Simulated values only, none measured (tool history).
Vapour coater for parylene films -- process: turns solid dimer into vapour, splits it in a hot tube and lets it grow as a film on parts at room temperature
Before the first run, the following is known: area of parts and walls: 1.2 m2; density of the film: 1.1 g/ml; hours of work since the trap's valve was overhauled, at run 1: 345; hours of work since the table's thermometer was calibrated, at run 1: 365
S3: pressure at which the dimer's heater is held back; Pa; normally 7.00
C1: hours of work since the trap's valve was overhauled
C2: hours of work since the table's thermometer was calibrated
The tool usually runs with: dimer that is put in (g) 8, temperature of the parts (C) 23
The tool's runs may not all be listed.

{"run": 1, "hour": 0.0, "dimer that is put in (g)": 8, "temperature of the parts (C)": 23, "S3": 7.0, "C1": 345, "C2": 365, "thickness of the film (um)": 3.03}
{"run": 2, "hour": 13.5, "dimer that is put in (g)": 8, "temperature of the parts (C)": 26, "S3": 7.0, "C1": 353, "C2": 372, "thickness of the film (um)": 2.7}
{"run": 3, "hour": 24.7, "dimer that is put in (g)": 8, "temperature of the parts (C)": 26, "S3": 7.0, "C1": 359, "C2": 379, "thickness of the film (um)": 2.68}
{"run": 4, "hour": 38.7, "dimer that is put in (g)": 4, "temperature of the parts (C)": 23, "S3": 7.0, "C1": 367, "C2": 387, "thickness of the film (um)": 1.52}
{"run": 5, "hour": 48.2, "dimer that is put in (g)": 4, "temperature of the parts (C)": 23, "S3": 7.0, "C1": 372, "C2": 392, "thickness of the film (um)": 1.47}
{"run": 6, "hour": 68.8, "dimer that is put in (g)": 4, "temperature of the parts (C)": 23, "S3": 7.0, "C1": 384, "C2": 404, "thickness of the film (um)": 1.47}
{"run": 7, "hour": 82.9, "dimer that is put in (g)": 4, "temperature of the parts (C)": 23, "S3": 10.03, "C1": 392, "C2": 412, "thickness of the film (um)": 1.37}
{"hour": 94.5, "done": "trap's valve overhauled"}
{"run": 8, "hour": 96.4, "dimer that is put in (g)": 8, "temperature of the parts (C)": 23, "S3": 7.0, "C1": 1, "C2": 417, "thickness of the film (um)": 3.41}
{"run": 9, "hour": 113.2, "dimer that is put in (g)": 8, "temperature of the parts (C)": 23, "S3": 7.0, "C1": 11, "C2": 427, "thickness of the film (um)": 3.39}
{"run": 10, "hour": 125.2, "dimer that is put in (g)": 8, "temperature of the parts (C)": 23, "S3": 7.0, "C1": 17, "C2": 434, "thickness of the film (um)": 3.38}
{"run": 11, "hour": 139.1, "dimer that is put in (g)": 8, "temperature of the parts (C)": 29, "S3": 7.0, "C1": 25, "C2": 442, "thickness of the film (um)": 2.63}
{"run": 12, "hour": 159.6, "dimer that is put in (g)": 12, "temperature of the parts (C)": 29, "S3": 7.0, "C1": 37, "C2": 453, "thickness of the film (um)": 3.93}
{"run": 13, "hour": 169.6, "dimer that is put in (g)": 12, "temperature of the parts (C)": 29, "S3": 7.0, "C1": 43, "C2": 459, "thickness of the film (um)": 3.94}
{"run": 14, "hour": 187.3, "dimer that is put in (g)": 12, "temperature of the parts (C)": 29, "S3": 7.0, "C1": 53, "C2": 469, "thickness of the film (um)": 3.91}
{"run": 15, "hour": 206.4, "dimer that is put in (g)": 12, "temperature of the parts (C)": 29, "S3": 4.2, "C1": 64, "C2": 480, "thickness of the film (um)": 4.31}
{"run": 16, "hour": 225.1, "dimer that is put in (g)": 12, "temperature of the parts (C)": 29, "S3": 4.2, "C1": 74, "C2": 491, "thickness of the film (um)": 4.22}
{"run": 17, "hour": 246.8, "dimer that is put in (g)": 12, "temperature of the parts (C)": 29, "S3": 4.2, "C1": 87, "C2": 503, "thickness of the film (um)": 4.34}
{"run": 18, "hour": 261.1, "dimer that is put in (g)": 8, "temperature of the parts (C)": 32, "S3": 7.0, "C1": 95, "C2": 511, "thickness of the film (um)": 2.2}
{"run": 19, "hour": 271.1, "dimer that is put in (g)": 8, "temperature of the parts (C)": 23, "S3": 2.2, "C1": 100, "C2": 517, "thickness of the film (um)": 4.12}
{"run": 20, "hour": 290.6, "dimer that is put in (g)": 4, "temperature of the parts (C)": 23, "S3": 2.2, "C1": 112, "C2": 528, "thickness of the film (um)": 2.08}
{"run": 21, "hour": 308.1, "dimer that is put in (g)": 4, "temperature of the parts (C)": 23, "S3": 2.2, "C1": 122, "C2": 538, "thickness of the film (um)": 2.1}
{"run": 22, "hour": 324.1, "dimer that is put in (g)": 4, "temperature of the parts (C)": 23, "S3": 2.2, "C1": 131, "C2": 547, "thickness of the film (um)": 2.08}
{"run": 23, "hour": 337.2, "dimer that is put in (g)": 4, "temperature of the parts (C)": 23, "S3": 2.2, "C1": 138, "C2": 554, "thickness of the film (um)": 2.06}
{"run": 24, "hour": 360.1, "dimer that is put in (g)": 6, "temperature of the parts (C)": 30, "S3": 4.55, "C1": 151, "C2": 567, "thickness of the film (um)": 1.96}
{"run": 25, "hour": 370.4, "dimer that is put in (g)": 6, "temperature of the parts (C)": 30, "S3": 4.55, "C1": 157, "C2": 573, "thickness of the film (um)": 1.97}
{"run": 26, "hour": 389.5, "dimer that is put in (g)": 6, "temperature of the parts (C)": 30, "S3": 4.55, "C1": 168, "C2": 584, "thickness of the film (um)": 1.96}
{"run": 27, "hour": 402.1, "dimer that is put in (g)": 6, "temperature of the parts (C)": 30, "S3": 4.55, "C1": 175, "C2": 591, "thickness of the film (um)": 1.96}
{"run": 28, "hour": 412.7, "dimer that is put in (g)": 6, "temperature of the parts (C)": 30, "S3": 4.55, "C1": 181, "C2": 597, "thickness of the film (um)": 1.89}
{"run": 29, "hour": 423.3, "dimer that is put in (g)": 6, "temperature of the parts (C)": 30, "S3": 4.55, "C1": 187, "C2": 603, "thickness of the film (um)": 1.92}
{"run": 30, "hour": 438.6, "dimer that is put in (g)": 6, "temperature of the parts (C)": 34, "S3": 2.01, "C1": 196, "C2": 612, "thickness of the film (um)": 1.89}
{"run": 31, "hour": 452.0, "dimer that is put in (g)": 6, "temperature of the parts (C)": 34, "S3": 2.01, "C1": 203, "C2": 620, "thickness of the film (um)": 1.86}
{"run": 32, "hour": 464.0, "dimer that is put in (g)": 7, "temperature of the parts (C)": 23, "S3": 2.62, "C1": 210, "C2": 627, "thickness of the film (um)": 3.36}
{"run": 33, "hour": 477.7, "dimer that is put in (g)": 4, "temperature of the parts (C)": 15, "S3": 4.06, "C1": 218, "C2": 634, "thickness of the film (um)": 2.46}
{"run": 34, "hour": 488.0, "dimer that is put in (g)": 6, "temperature of the parts (C)": 15, "S3": 7.55, "C1": 224, "C2": 640, "thickness of the film (um)": 3.28}
{"run": 35, "hour": 508.8, "dimer that is put in (g)": 3, "temperature of the parts (C)": 26, "S3": 10.79, "C1": 236, "C2": 652, "thickness of the film (um)": 0.97}
{"run": 36, "hour": 524.0, "dimer that is put in (g)": 5, "temperature of the parts (C)": 24, "S3": 4.43, "C1": 244, "C2": 661, "thickness of the film (um)": 2.0}
{"run": 37, "hour": 538.6, "dimer that is put in (g)": 4, "temperature of the parts (C)": 28, "S3": 9.8, "C1": 253, "C2": 669, "thickness of the film (um)": 1.2}
{"run": 38, "hour": 561.2, "dimer that is put in (g)": 4, "temperature of the parts (C)": 28, "S3": 6.34, "C1": 266, "C2": 682, "thickness of the film (um)": 1.27}
{"run": 39, "hour": 579.2, "dimer that is put in (g)": 14, "temperature of the parts (C)": 32, "S3": 7.0, "C1": 276, "C2": 692, "thickness of the film (um)": 3.66}
{"run": 40, "hour": 599.4, "dimer that is put in (g)": 14, "temperature of the parts (C)": 32, "S3": 7.0, "C1": 287, "C2": 704, "thickness of the film (um)": 3.67}
{"run": 41, "hour": 621.3, "dimer that is put in (g)": 4, "temperature of the parts (C)": 32, "S3": 2.54, "C1": 300, "C2": 716, "thickness of the film (um)": 1.24}
{"run": 42, "hour": 635.8, "dimer that is put in (g)": 14, "temperature of the parts (C)": 24, "S3": 9.6, "C1": 308, "C2": 724, "thickness of the film (um)": 4.83}
{"run": 43, "hour": 646.4, "dimer that is put in (g)": 14, "temperature of the parts (C)": 29, "S3": 5.55, "C1": 314, "C2": 730, "thickness of the film (um)": 4.31}
{"run": 44, "hour": 660.9, "dimer that is put in (g)": 5, "temperature of the parts (C)": 19, "S3": 7.0, "C1": 322, "C2": 739, "thickness of the film (um)": 2.24}
{"run": 45, "hour": 676.0, "dimer that is put in (g)": 5, "temperature of the parts (C)": 19, "S3": 7.0, "C1": 331, "C2": 747, "thickness of the film (um)": 2.26}
{"run": 46, "hour": 688.5, "dimer that is put in (g)": 9, "temperature of the parts (C)": 23, "S3": 2.24, "C1": 338, "C2": 754, "thickness of the film (um)": 4.22}

Describe how what the log doesn't record of the tool's condition differs between the last listed run preceding each entry between runs and the first listed run following it.
After run 7, before run 8: trap's valve overhauled (hour 94.5)
  vapour lost through the trap's worn valve, %: 14 -> 0.4; true temperature of the parts over the reading, C: 0.24 -> 0.25
  what was measured, less what the result would be without the hidden state, thickness of the film (um): -0.24 -> -0.05
